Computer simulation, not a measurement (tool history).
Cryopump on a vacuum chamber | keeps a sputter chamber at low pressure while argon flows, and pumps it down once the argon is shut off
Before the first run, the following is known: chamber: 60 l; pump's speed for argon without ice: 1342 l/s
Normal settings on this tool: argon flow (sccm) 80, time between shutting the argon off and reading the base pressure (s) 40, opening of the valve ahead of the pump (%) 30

run    day  argon flow (sccm)  time between shutting the argon off and reading the base pressure (s)  opening of the valve ahead of the pump (%)  pressure while argon flows (Pa)  pressure after the wait (uPa)
  1  0.000                 80                                                                     40                                          30                           0.3510                           2.51
  2  0.450                 80                                                                     40                                          30                           0.3527                           2.52
  3  1.258                 80                                                                     40                                          30                           0.3542                           2.50
  4  1.821                 80                                                                     40                                          30                           0.3530                           2.53
  5  2.275                 80                                                                     40                                          30                           0.3529                           2.60
  6  2.992                 80                                                                     27                                          30                           0.3562                           2.93
  7  3.446                 80                                                                     27                                          30                           0.3563                           3.03
  8  4.050                 58                                                                    128                                          24                           0.3191                           2.13
  9  4.767                 50                                                                     40                                          30                           0.2213                           2.62
 10  5.388                 53                                                                     31                                          29                           0.2429                           2.89
 11  6.017                 53                                                                    287                                          32                           0.2225                           1.99
 12  6.488                117                                                                     40                                          26                           0.5985                           2.66
 13  6.896                 74                                                                     42                                          51                           0.2028                           2.69

Each row is a separate what-if for the run after 13, all from the same tool condition, not one after another. Results?
  A  7.429                 87                                                                     47                                          49                                ?                              ?
  B  7.429                 57                                                                     42                                          51                                ?                              ?
  C  7.429                 49                                                                    225                                          35                                ?                              ?

run  pressure while argon flows (Pa)  pressure after the wait (uPa)
  A                           0.2466                           2.62
  B                           0.1565                           2.68
  C                           0.1902                           2.08
What these runs would have given with no unlogged condition in the tool:
run  pressure while argon flows (Pa)  pressure after the wait (uPa)
  A                           0.2224                           0.92
  B                           0.1405                           1.01
  C                           0.1765                           0.38

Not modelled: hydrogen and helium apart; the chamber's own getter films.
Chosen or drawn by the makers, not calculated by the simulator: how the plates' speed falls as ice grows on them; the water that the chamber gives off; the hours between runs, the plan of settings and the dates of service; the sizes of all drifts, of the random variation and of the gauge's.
